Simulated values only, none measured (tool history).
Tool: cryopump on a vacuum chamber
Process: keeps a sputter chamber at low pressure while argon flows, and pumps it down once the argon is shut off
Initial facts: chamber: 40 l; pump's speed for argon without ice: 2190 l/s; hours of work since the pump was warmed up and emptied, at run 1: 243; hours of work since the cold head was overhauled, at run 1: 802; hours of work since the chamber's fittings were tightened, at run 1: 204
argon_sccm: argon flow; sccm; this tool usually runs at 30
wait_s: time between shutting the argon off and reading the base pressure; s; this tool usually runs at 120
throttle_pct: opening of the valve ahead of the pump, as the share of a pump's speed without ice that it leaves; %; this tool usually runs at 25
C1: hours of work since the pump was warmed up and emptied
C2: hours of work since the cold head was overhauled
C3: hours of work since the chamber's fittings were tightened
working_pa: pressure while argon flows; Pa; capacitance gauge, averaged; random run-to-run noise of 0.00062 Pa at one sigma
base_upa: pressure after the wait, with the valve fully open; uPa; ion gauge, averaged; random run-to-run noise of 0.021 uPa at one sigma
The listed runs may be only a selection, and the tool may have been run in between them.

Run 1, hour 0: usual settings; C1 243; C2 802; C3 204. Result: working_pa 0.094 Pa, base_upa 0.8 uPa.
Run 2, hour 28.2: usual settings; C1 257; C2 816; C3 218. Result: working_pa 0.0948 Pa, base_upa 0.89 uPa.
Run 3, hour 67.9: usual settings; C1 277; C2 835; C3 238. Result: working_pa 0.0952 Pa, base_upa 0.87 uPa.
Run 4, hour 112.8: usual settings but throttle_pct 23 %; C1 299; C2 857; C3 260. Result: working_pa 0.1032 Pa, base_upa 0.93 uPa.
Run 5, hour 171: usual settings but wait_s 273 s; C1 328; C2 886; C3 289. Result: working_pa 0.0955 Pa, base_upa 0.77 uPa.
Run 6, hour 197.5: usual settings but argon_sccm 33 sccm, wait_s 273 s; C1 341; C2 899; C3 302. Result: working_pa 0.106 Pa, base_upa 0.79 uPa.
Run 7, hour 223.2: usual settings but argon_sccm 33 sccm, wait_s 273 s; C1 353; C2 912; C3 314. Result: working_pa 0.1045 Pa, base_upa 0.84 uPa.
Run 8, hour 259.3: usual settings but argon_sccm 33 sccm, wait_s 273 s; C1 371; C2 930; C3 332. Result: working_pa 0.1064 Pa, base_upa 0.87 uPa.
Run 9, hour 289.1: usual settings but throttle_pct 45 %; C1 386; C2 944; C3 347. Result: working_pa 0.0547 Pa, base_upa 1.06 uPa.
Run 10, hour 340.8: usual settings but argon_sccm 17 sccm, wait_s 41 s, throttle_pct 42 %; C1 411; C2 970; C3 372. Result: working_pa 0.0334 Pa, base_upa 1.78 uPa.
Run 11, hour 387.3: usual settings but argon_sccm 17 sccm, wait_s 41 s, throttle_pct 28 %; C1 434; C2 993; C3 395. Result: working_pa 0.0483 Pa, base_upa 1.88 uPa.
Run 12, hour 447.3: usual settings but argon_sccm 17 sccm, wait_s 41 s, throttle_pct 28 %; C1 464; C2 1022; C3 425. Result: working_pa 0.0491 Pa, base_upa 1.9 uPa.
Run 13, hour 491.4: usual settings but argon_sccm 17 sccm, wait_s 41 s, throttle_pct 28 %; C1 486; C2 1044; C3 447. Result: working_pa 0.0492 Pa, base_upa 1.91 uPa.
Run 14, hour 526.9: usual settings but argon_sccm 45 sccm, wait_s 37 s, throttle_pct 19 %; C1 503; C2 1061; C3 464. Result: working_pa 0.1894 Pa, base_upa 2.09 uPa.
Run 15, hour 552.4: usual settings but argon_sccm 13 sccm, wait_s 131 s; C1 516; C2 1074; C3 477. Result: working_pa 0.0423 Pa, base_upa 1.31 uPa.
Run 16, hour 600.1: usual settings but argon_sccm 13 sccm, wait_s 131 s; C1 539; C2 1098; C3 500. Result: working_pa 0.0428 Pa, base_upa 1.36 uPa.
At hour 612.3: pump warmed up, emptied and cooled again.
Run 17, hour 647.3: usual settings but argon_sccm 21 sccm; C1 17; C2 1118; C3 521. Result: working_pa 0.0657 Pa, base_upa 1.28 uPa.

Selected run-to-run steps in working_pa, each split into two signed amounts: the part the tool would show with no hidden state at all (from settings, incoming material and random variation), and the remainder, which goes to the hidden state together with any gauge scatter not common to the measured and the hidden-state-free results:
The tool's hidden condition here consists of: pump's speed, % of a pump's without ice; cold plate's temperature, K; leak into the chamber, uPa l/s; drift of the gauge itself on working_pa, %; drift of the gauge itself on base_upa, %.
Run 14 -> 15: argon_sccm 45 -> 13, wait_s 37 -> 131, throttle_pct 19 -> 25. working_pa -0.1471 Pa: hidden state -0.0047, all else -0.1424.

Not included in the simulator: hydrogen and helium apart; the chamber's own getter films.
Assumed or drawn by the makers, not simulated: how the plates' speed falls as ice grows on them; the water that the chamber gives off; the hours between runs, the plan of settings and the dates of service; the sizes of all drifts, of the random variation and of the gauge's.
